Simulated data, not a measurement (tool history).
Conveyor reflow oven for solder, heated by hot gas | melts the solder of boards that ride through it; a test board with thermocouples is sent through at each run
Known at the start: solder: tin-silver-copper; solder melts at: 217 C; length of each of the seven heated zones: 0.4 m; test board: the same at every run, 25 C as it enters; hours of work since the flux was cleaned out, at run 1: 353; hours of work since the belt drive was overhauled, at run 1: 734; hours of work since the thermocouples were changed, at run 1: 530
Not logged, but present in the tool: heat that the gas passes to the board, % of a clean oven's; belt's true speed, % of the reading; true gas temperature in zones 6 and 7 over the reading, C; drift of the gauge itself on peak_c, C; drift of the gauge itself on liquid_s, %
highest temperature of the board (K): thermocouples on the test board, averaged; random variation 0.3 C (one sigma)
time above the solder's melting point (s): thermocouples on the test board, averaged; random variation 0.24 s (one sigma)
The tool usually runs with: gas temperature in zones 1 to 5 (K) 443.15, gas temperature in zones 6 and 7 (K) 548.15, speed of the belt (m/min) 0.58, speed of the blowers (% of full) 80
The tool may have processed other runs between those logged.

run	hour	gas temperature in zones 1 to 5 (K)	gas temperature in zones 6 and 7 (K)	speed of the belt (m/min)	speed of the blowers (% of full)	hours of work since the flux was cleaned out	hours of work since the belt drive was overhauled	hours of work since the thermocouples were changed	highest temperature of the board (K)	time above the solder's melting point (s)
1	0	443.15	548.15	0.58	80	353	734	530	526.55	61.7
2	62.3	452.15	548.15	0.58	80	394	775	571	528.35	66.2
# hour 89.6: thermocouples of zones 6 and 7 changed
3	101.2	452.15	548.15	0.53	80	418	799	8	532.65	76.3
4	141.7	452.15	548.15	0.53	80	444	825	34	532.25	76.4
5	190.7	452.15	548.15	0.53	80	477	857	66	532.45	75.4
# hour 203.3: flux residue cleaned out of gas plates and filters
6	252	452.15	548.15	0.53	80	32	894	103	534.55	77.5
7	297.6	452.15	548.15	0.53	80	62	924	133	533.85	77.7
8	336.2	452.15	548.15	0.53	80	87	949	158	534.25	77.9
9	371.3	443.15	548.15	0.58	80	110	972	181	528.85	64.1
10	405.5	443.15	548.15	0.54	80	132	995	204	531.15	70.8
11	446.3	443.15	538.15	0.58	80	159	1021	230	520.35	57.1
12	495.2	443.15	538.15	0.58	80	191	1054	262	520.35	56.3
13	527.3	443.15	548.15	0.58	80	212	1075	283	528.75	63.3
14	564.4	443.15	548.15	0.58	65	236	1099	308	525.45	59.9
15	627.9	443.15	548.15	0.58	65	278	1140	349	525.05	59.1
16	676.3	440.15	548.15	0.644	65	310	1172	381	519.55	46.9
17	734.3	440.15	548.15	0.644	65	348	1210	419	519.05	47.3
18	791.4	440.15	548.15	0.644	65	385	1247	456	518.95	46.8
19	827.7	443.15	548.15	0.644	85	409	1271	480	523.85	53.1
20	863.7	446.15	548.15	0.58	80	433	1295	504	527.15	63.4
21	905.9	446.15	548.15	0.47	70	460	1323	531	532.15	84.3

Run 22 is up next; what results do you expect?
# hour 944.2: flux residue cleaned out of gas plates and filters
22	962.8	443.15	551.15	0.58	80	12	1356	565	?	?

highest temperature of the board (K): 530.95
time above the solder's melting point (s): 65.9
With the hidden condition absent and the run-to-run variation left alone, this run would have shown highest temperature of the board (K) 532.55, time above the solder's melting point (s) 65.4.
